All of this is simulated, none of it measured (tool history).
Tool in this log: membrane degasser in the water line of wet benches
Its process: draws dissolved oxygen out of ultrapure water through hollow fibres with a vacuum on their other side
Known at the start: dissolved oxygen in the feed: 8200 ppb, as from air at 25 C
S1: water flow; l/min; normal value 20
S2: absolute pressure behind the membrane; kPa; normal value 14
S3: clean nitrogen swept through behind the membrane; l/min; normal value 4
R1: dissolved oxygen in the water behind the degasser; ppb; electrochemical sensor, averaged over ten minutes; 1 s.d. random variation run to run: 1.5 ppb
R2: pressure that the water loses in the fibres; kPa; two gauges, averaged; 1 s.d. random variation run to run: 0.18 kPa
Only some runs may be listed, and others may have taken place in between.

run,hour,S1,S2,S3,R1,R2
1,0,20,14,4,143.9,34.69
2,35.8,20,14,4,142.7,34.83
3,70,20,26.2,4,282.4,34.88
4,98.3,20,26.2,4,285.8,34.79
5,143.4,20,26.2,4,282,34.88
6,179.3,20,26.2,4,290,34.62
7,207.9,20,26.2,4,286.1,34.8
8,232.5,20,14,2.55,212.5,34.72
9,269.2,20,14,4,145.8,35.1
10,305.7,20,22.8,4,246.3,34.87
11,340.7,32,22.8,4,419.3,55.49
12,365.1,32,22.8,4,420.8,55.77
13,398.4,20,22.6,4,241.7,35.16
# hour 417.4: vacuum gauge calibrated
14,431.3,20,22.6,4,241.1,35.05
15,467.2,20,8.5,4,77.8,34.65
16,493.8,20,14,4,143.8,34.79
17,527.5,20,14,4,144.5,34.84
18,552,20,14,4,142.7,34.76
19,576.7,16,12.9,1.9,195.6,27.73
20,610.7,14,17.5,2.41,200.9,24.31
21,630.7,14,27.9,5.28,161.9,24.29
22,670.1,14,27.9,5.28,163.5,24.61
23,700.1,14,27.9,5.28,163.8,24.39
24,744.3,14,11.2,4.38,65,24.18

Run 25, settings as shown, results not yet in. Your forecast:
25,766.6,14,11.2,4.38,?,?

R1: 64.5 ppb
R2: 24.35 kPa
The same run, on a tool lacking any hidden state, would have yielded R1 64.5 ppb, R2 24.35 kPa.
